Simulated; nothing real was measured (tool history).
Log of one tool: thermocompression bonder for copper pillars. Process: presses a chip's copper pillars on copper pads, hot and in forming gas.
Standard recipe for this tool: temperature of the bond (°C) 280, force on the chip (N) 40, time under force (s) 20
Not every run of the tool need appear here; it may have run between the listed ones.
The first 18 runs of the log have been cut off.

| run | hour | temperature of the bond (°C) | force on the chip (N) | time under force (s) | force that shears a chip off (N) |
|---|---|---|---|---|---|
| 19 | 426.8 | 293 | 40 | 33 | 105.8 |
| 20 | 455 | 293 | 40 | 33 | 103.4 |
| 21 | 478.6 | 291 | 49 | 27 | 110.1 |
| 22 | 509.9 | 252 | 40 | 22 | 52.6 |
|  | 519.3 | forming gas filter changed |
| 23 | 543.7 | 252 | 40 | 22 | 53.4 |
| 24 | 560.1 | 287 | 28 | 17 | 60.2 |
| 25 | 578.6 | 276 | 28 | 42 | 71.7 |
| 26 | 607.8 | 258 | 25 | 23 | 38.4 |
| 27 | 626.5 | 258 | 25 | 23 | 37.9 |
| 28 | 653 | 280 | 52 | 20 | 95.5 |
| 29 | 681.6 | 273 | 40 | 30 | 83.3 |
| 30 | 707.9 | 253 | 42 | 36 | 68.9 |
| 31 | 722.9 | 292 | 34 | 34 | 94.7 |
| 32 | 742.8 | 292 | 34 | 34 | 93 |
| 33 | 774.3 | 257 | 38 | 25 | 59.6 |
| 34 | 794.4 | 258 | 47 | 20 | 65.9 |
| 35 | 824 | 258 | 47 | 20 | 66.5 |
| 36 | 841 | 291 | 47 | 50 | 124.4 |
| 37 | 873.9 | 291 | 47 | 50 | 124.8 |
| 38 | 905.6 | 291 | 47 | 50 | 123.8 |
| 39 | 929.2 | 291 | 47 | 50 | 125 |

Alternative continuations, all from the tool just after run 39; predict every row:
| A | 956.1 | 259 | 31 | 42 | ? |
| B | 956.1 | 297 | 58 | 32 | ? |
| C | 956.1 | 259 | 47 | 50 | ? |
| D | 956.1 | 291 | 30 | 50 | ? |

| run | force that shears a chip off (N) |
|---|---|
| A | 59 |
| B | 129.6 |
| C | 89.9 |
| D | 96.8 |
The same runs, with their run-to-run variation unchanged, on a tool lacking any hidden condition would have given:
| run | force that shears a chip off (N) |
|---|---|
| A | 58.9 |
| B | 129.8 |
| C | 89.8 |
| D | 96.7 |

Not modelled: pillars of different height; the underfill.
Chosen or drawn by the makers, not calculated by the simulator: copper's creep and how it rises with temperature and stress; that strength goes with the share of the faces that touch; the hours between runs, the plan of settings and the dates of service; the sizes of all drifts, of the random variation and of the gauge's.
